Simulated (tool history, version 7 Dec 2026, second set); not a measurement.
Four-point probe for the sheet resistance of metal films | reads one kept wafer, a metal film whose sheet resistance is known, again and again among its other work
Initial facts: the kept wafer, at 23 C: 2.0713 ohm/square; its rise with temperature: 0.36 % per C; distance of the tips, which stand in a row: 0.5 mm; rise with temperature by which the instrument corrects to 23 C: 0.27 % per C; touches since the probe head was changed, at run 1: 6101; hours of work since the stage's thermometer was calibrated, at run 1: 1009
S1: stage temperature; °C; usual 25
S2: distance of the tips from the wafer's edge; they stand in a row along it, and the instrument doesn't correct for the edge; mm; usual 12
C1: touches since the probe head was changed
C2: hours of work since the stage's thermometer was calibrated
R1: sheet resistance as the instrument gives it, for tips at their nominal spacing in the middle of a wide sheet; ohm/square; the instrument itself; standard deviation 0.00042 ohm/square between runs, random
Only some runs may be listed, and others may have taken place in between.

| run | hour | S1 | S2 | C1 | C2 | R1 |
|---|---|---|---|---|---|---|
| 1 | 0.0 | 25 | 12 | 6101 | 1009 | 2.073745 |
| 2 | 71.7 | 32 | 12 | 6957 | 1050 | 2.086738 |
| 3 | 135.2 | 25 | 12 | 7715 | 1087 | 2.072305 |
| 4 | 231.4 | 25 | 12 | 8864 | 1143 | 2.073026 |
| 5 | 316.7 | 25 | 12 | 9882 | 1192 | 2.072705 |
| 6 | 357.7 | 25 | 12 | 10371 | 1216 | 2.071803 |
| 7 | 439.9 | 25 | 12 | 11353 | 1264 | 2.073460 |
| 8 | 528.7 | 25 | 12 | 12412 | 1315 | 2.072561 |
| 9 | 573.9 | 25 | 60 | 12953 | 1341 | 2.070313 |
| 10 | 624.5 | 25 | 12 | 13557 | 1371 | 2.072503 |
| 11 | 721.5 | 25 | 12 | 14715 | 1427 | 2.072182 |
| 12 | 801.6 | 25 | 12 | 15671 | 1473 | 2.072245 |
| 13 | 859.2 | 25 | 12 | 16359 | 1507 | 2.071778 |
| 14 | 955.4 | 25 | 12 | 17507 | 1563 | 2.072075 |
| 15 | 1029.3 | 25 | 12 | 18389 | 1605 | 2.071385 |
| 16 | 1113.8 | 25 | 12 | 19398 | 1654 | 2.072419 |
| 17 | 1161.4 | 25 | 12 | 19966 | 1682 | 2.071284 |
| 18 | 1255.4 | 25 | 12 | 21089 | 1737 | 2.072108 |
| 19 | 1354.1 | 25 | 12 | 22268 | 1794 | 2.071736 |
| 20 | 1439.8 | 25 | 12 | 23291 | 1843 | 2.071903 |
| 21 | 1507.3 | 25 | 12 | 24096 | 1883 | 2.071926 |
| 22 | 1548.8 | 25 | 12 | 24592 | 1907 | 2.071855 |
| 23 | 1626.0 | 25 | 12 | 25513 | 1951 | 2.071928 |
| 24 | 1685.5 | 25 | 5 | 26224 | 1986 | 2.081276 |
| 25 | 1757.2 | 25 | 5 | 27079 | 2027 | 2.080869 |
| 26 | 1810.8 | 34 | 5 | 27719 | 2059 | 2.098461 |
| 27 | 1899.7 | 29 | 6 | 28780 | 2110 | 2.085365 |
| 28 | 1985.0 | 29 | 6 | 29799 | 2160 | 2.086025 |
| 29 | 2057.9 | 28 | 8 | 30669 | 2202 | 2.079572 |
| 30 | 2099.8 | 28 | 8 | 31169 | 2226 | 2.080033 |
| 31 | 2157.0 | 19 | 5 | 31852 | 2259 | 2.068451 |
| 32 | 2217.8 | 19 | 5 | 32579 | 2295 | 2.068759 |
| 33 | 2318.3 | 29 | 22 | 33778 | 2353 | 2.077860 |
| 34 | 2361.4 | 29 | 22 | 34293 | 2378 | 2.077728 |
| 35 | 2413.4 | 21 | 4 | 34914 | 2408 | 2.077611 |
| 36 | 2509.4 | 29 | 6 | 36059 | 2464 | 2.083899 |
| 37 | 2590.4 | 29 | 30 | 37027 | 2511 | 2.077209 |
| 38 | 2639.9 | 18 | 4 | 37618 | 2539 | 2.071011 |
| 39 | 2698.1 | 31 | 4 | 38313 | 2573 | 2.098686 |
| 40 | 2787.8 | 25 | 7 | 39383 | 2625 | 2.074573 |
| 41 | 2829.0 | 25 | 7 | 39875 | 2649 | 2.074479 |
| 42 | 2924.2 | 23 | 41 | 41011 | 2704 | 2.065062 |
| 43 | 2984.8 | 34 | 38 | 41736 | 2739 | 2.086656 |
| 44 | 3079.5 | 34 | 28 | 42865 | 2794 | 2.087100 |
| 45 | 3143.8 | 25 | 47 | 43633 | 2832 | 2.068543 |

What if the next run were any one of these 3? Each begins from the tool's condition after run 45:
| A | 3244.6 | 20 | 73 | 44837 | 2890 | ? |
| B | 3244.6 | 25 | 54 | 44837 | 2890 | ? |
| C | 3244.6 | 18 | 24 | 44837 | 2890 | ? |

| run | R1 |
|---|---|
| A | 2.057662 |
| B | 2.068695 |
| C | 2.054200 |
What these runs would have given with no unlogged condition in the tool:
| run | R1 |
|---|---|
| A | 2.064760 |
| B | 2.075693 |
| C | 2.061341 |
